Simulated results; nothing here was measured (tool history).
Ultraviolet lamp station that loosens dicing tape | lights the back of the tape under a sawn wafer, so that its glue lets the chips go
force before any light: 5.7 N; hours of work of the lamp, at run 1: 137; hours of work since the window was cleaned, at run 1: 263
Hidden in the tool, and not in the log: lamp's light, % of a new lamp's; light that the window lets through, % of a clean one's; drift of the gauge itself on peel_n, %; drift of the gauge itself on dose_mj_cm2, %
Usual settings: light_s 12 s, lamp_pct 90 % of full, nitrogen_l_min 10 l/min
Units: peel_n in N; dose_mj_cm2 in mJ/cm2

run   hour  light_s  lamp_pct  nitrogen_l_min  hours of work of the lamp  hours of work since the window was cleaned  peel_n  dose_mj_cm2
  1      0       12        90              10                        137                                         263   0.219          356
  2     28       13        90              10                        156                                         281   0.188          377
  3   54.3       12        90              10                        174                                         299   0.213          353
  4   69.6       12        90              10                        184                                         309    0.22          355
  5   96.7       12        90              10                        202                                         327   0.206          351
  6  110.3       12        90              10                        211                                         336   0.215          348
  7  130.9       12        61              14                        225                                         350   0.361          239
  8  145.7       12        71               4                        234                                         360   0.562          275
  9  171.3        7        71               3                        251                                         377   1.565          158
 10    193       13        75              10                        266                                         391   0.245          317
 11  218.4       11        71               8                        283                                         408    0.43          253

4 ways to go on from here, each from the tool as it stands after run 11. What would each give?
  A  246.9       20        84              19                        302                                         427       ?            ?
  B  246.9       11        81               8                        302                                         427       ?            ?
  C  246.9       12        61               7                        302                                         427       ?            ?
  D  246.9       11        71               4                        302                                         427       ?            ?

run  peel_n  dose_mj_cm2
  A   0.161          542
  B   0.334          290
  C   0.535          240
  D   0.675          255
Without the tool's hidden state the same runs would have given:
run  peel_n  dose_mj_cm2
  A   0.161          543
  B   0.333          291
  C   0.533          240
  D   0.673          255
